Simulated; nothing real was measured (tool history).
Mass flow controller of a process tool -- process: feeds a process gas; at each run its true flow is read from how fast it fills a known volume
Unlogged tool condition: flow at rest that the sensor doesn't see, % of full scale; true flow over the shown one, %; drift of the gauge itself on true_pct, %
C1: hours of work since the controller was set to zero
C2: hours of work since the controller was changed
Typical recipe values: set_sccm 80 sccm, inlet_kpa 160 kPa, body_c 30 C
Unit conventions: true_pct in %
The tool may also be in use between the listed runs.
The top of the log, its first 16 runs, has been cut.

{"run": 17, "hour": 1477.3, "set_sccm": 80, "inlet_kpa": 160, "body_c": 22, "C1": 1448, "C2": 1448, "true_pct": 99.7}
{"run": 18, "hour": 1543.7, "set_sccm": 80, "inlet_kpa": 220, "body_c": 30, "C1": 1499, "C2": 1499, "true_pct": 99.46}
{"run": 19, "hour": 1667.0, "set_sccm": 80, "inlet_kpa": 160, "body_c": 30, "C1": 1593, "C2": 1593, "true_pct": 99.91}
{"run": 20, "hour": 1788.6, "set_sccm": 80, "inlet_kpa": 272, "body_c": 24, "C1": 1686, "C2": 1686, "true_pct": 99.06}
{"run": 21, "hour": 1866.2, "set_sccm": 17, "inlet_kpa": 142, "body_c": 30, "C1": 1745, "C2": 1745, "true_pct": 96.62}
{"run": 22, "hour": 1935.4, "set_sccm": 51, "inlet_kpa": 180, "body_c": 30, "C1": 1798, "C2": 1798, "true_pct": 98.69}
{"run": 23, "hour": 2034.3, "set_sccm": 80, "inlet_kpa": 160, "body_c": 22, "C1": 1874, "C2": 1874, "true_pct": 99.53}
{"run": 24, "hour": 2090.6, "set_sccm": 80, "inlet_kpa": 160, "body_c": 22, "C1": 1917, "C2": 1917, "true_pct": 99.69}
{"run": 25, "hour": 2179.2, "set_sccm": 80, "inlet_kpa": 160, "body_c": 22, "C1": 1984, "C2": 1984, "true_pct": 99.59}
{"run": 26, "hour": 2267.7, "set_sccm": 15, "inlet_kpa": 168, "body_c": 24, "C1": 2052, "C2": 2052, "true_pct": 95.77}

Run 27 is up next; what results do you expect?
{"run": 27, "hour": 2348.8, "set_sccm": 15, "inlet_kpa": 168, "body_c": 24, "C1": 2114, "C2": 2114, "true_pct": "?"}

true_pct: 95.73 %
The same run, on a tool lacking any hidden state, would have yielded true_pct 98.09 %.
